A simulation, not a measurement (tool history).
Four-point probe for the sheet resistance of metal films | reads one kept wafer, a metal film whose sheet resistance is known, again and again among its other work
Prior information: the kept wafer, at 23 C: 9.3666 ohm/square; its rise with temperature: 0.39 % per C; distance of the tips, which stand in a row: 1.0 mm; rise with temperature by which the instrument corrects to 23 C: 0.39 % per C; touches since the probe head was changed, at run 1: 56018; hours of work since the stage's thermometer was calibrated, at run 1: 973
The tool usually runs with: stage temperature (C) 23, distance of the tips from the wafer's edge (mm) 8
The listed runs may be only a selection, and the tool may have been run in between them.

| run | hour | stage temperature (C) | distance of the tips from the wafer's edge (mm) | touches since the probe head was changed | hours of work since the stage's thermometer was calibrated | sheet resistance as the instrument gives it (ohm/square) |
|---|---|---|---|---|---|---|
| 1 | 0.0 | 23 | 8 | 56018 | 973 | 9.450149 |
| 2 | 29.0 | 23 | 8 | 57220 | 991 | 9.452089 |
| 3 | 73.9 | 31 | 8 | 59084 | 1019 | 9.451864 |
| 4 | 116.3 | 31 | 8 | 60846 | 1046 | 9.451602 |
| 5 | 161.2 | 31 | 8 | 62709 | 1074 | 9.455288 |
| 6 | 184.4 | 23 | 8 | 63672 | 1089 | 9.461086 |
| 7 | 215.6 | 23 | 8 | 64971 | 1109 | 9.459511 |
| 8 | 239.8 | 23 | 8 | 65973 | 1124 | 9.460258 |
| 9 | 284.2 | 23 | 10 | 67817 | 1152 | 9.434561 |
| 10 | 304.6 | 23 | 10 | 68662 | 1165 | 9.431878 |
| 11 | 327.2 | 30 | 8 | 69602 | 1179 | 9.460568 |
| 12 | 359.8 | 30 | 8 | 70957 | 1200 | 9.462244 |
| 13 | 380.5 | 24 | 5 | 71813 | 1213 | 9.586081 |
| 14 | 418.5 | 24 | 5 | 73394 | 1237 | 9.585173 |
| 15 | 439.5 | 22 | 29 | 74263 | 1250 | 9.394167 |
| 16 | 483.9 | 27 | 51 | 76109 | 1278 | 9.388218 |
|  | 488.3 | new probe head fitted |
| 17 | 518.3 | 20 | 40 | 1244 | 1299 | 9.425427 |
| 18 | 541.4 | 28 | 5 | 2206 | 1314 | 9.616172 |
| 19 | 576.0 | 28 | 5 | 3640 | 1336 | 9.615942 |
| 20 | 612.6 | 23 | 50 | 5160 | 1359 | 9.423080 |
| 21 | 645.4 | 23 | 50 | 6522 | 1380 | 9.425363 |
| 22 | 677.2 | 20 | 73 | 7842 | 1400 | 9.426235 |
| 23 | 705.1 | 23 | 4 | 8999 | 1417 | 9.734109 |
| 24 | 727.1 | 26 | 21 | 9913 | 1431 | 9.432152 |

Hidden state at the last listed run before each entry between runs and at the first one after, where it differs:
Between runs 16 and 17: new probe head fitted (hour 488.3)
  inner tips' distance over the nominal, %: 0.111 -> 0.414; tips' flats over new ones', %: 72 -> 1; wafer's true temperature over the reading, C: 0.28 -> 0.29
  measured value less the no-hidden-state value, sheet resistance as the instrument gives it (ohm/square): +0.021241 -> +0.052457

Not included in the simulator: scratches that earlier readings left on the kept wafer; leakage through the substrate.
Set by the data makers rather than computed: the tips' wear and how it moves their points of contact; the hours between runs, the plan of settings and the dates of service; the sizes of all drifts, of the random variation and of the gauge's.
